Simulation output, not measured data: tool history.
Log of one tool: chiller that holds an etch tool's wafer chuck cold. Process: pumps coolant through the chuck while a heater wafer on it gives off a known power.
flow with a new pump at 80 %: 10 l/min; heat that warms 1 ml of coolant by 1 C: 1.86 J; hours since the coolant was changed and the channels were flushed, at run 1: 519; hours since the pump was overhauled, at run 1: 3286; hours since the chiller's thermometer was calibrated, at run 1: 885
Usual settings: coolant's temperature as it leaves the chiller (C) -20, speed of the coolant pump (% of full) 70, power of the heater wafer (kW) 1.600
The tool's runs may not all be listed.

run	hour	coolant's temperature as it leaves the chiller (C)	speed of the coolant pump (% of full)	power of the heater wafer (kW)	hours since the coolant was changed and the channels were flushed	hours since the pump was overhauled	hours since the chiller's thermometer was calibrated	chuck's temperature once it has settled (C)	how much warmer the coolant comes back (C)
1	0.0	-20	70	1.600	519	3286	885	-6.2	6.20
2	62.9	-20	70	1.600	582	3349	948	-6.1	6.22
3	123.6	-20	70	1.600	642	3410	1009	-6.2	6.18
4	205.2	-20	70	1.600	724	3492	1091	-6.0	6.28
5	262.2	-20	70	1.600	781	3549	1148	-6.2	6.20
6	316.2	-20	70	1.600	835	3603	1202	-5.9	6.20
7	424.5	-27	70	1.600	943	3711	1310	-12.9	6.26
8	533.9	-27	65	1.600	1053	3820	1419	-11.9	6.68
9	618.9	-27	65	1.600	1138	3905	1504	-12.0	6.66
10	709.1	-27	65	1.600	1228	3996	1594	-11.8	6.70
11	774.6	-20	70	1.600	1293	4061	1660	-5.7	6.34
12	862.7	-20	70	1.600	1381	4149	1748	-5.6	6.25
13	962.6	-20	70	1.600	1481	4249	1848	-5.6	6.33
14	1054.9	-20	70	1.600	1574	4341	1940	-5.3	6.30
15	1145.0	-20	70	1.600	1664	4431	2030	-5.4	6.30
16	1226.1	-20	70	1.600	1745	4513	2112	-5.4	6.33
17	1329.5	-20	78	1.600	1848	4616	2215	-6.3	5.73
18	1414.9	-19	65	2.216	1934	4701	2300	2.6	9.36
19	1497.3	-21	65	2.312	2016	4784	2383	1.8	9.88
20	1590.8	-29	63	0.900	2110	4877	2476	-19.5	3.87
21	1690.2	-29	63	0.900	2209	4977	2576	-19.7	3.93
22	1738.3	-23	84	1.086	2257	5025	2624	-13.7	3.59
23	1826.1	-28	76	2.034	2345	5113	2711	-9.8	7.43
24	1926.6	-14	72	1.600	2445	5213	2812	1.0	6.22
25	1982.7	-14	72	1.600	2501	5269	2868	0.8	6.24

Forecast run 26:
26	2083.2	-14	72	1.600	2602	5370	2969	?	?

Run 26 gave chuck's temperature once it has settled (C) 1.0, how much warmer the coolant comes back (C) 6.18.
Without the tool's hidden state the same run would have given chuck's temperature once it has settled (C) -1.6, how much warmer the coolant comes back (C) 5.68.

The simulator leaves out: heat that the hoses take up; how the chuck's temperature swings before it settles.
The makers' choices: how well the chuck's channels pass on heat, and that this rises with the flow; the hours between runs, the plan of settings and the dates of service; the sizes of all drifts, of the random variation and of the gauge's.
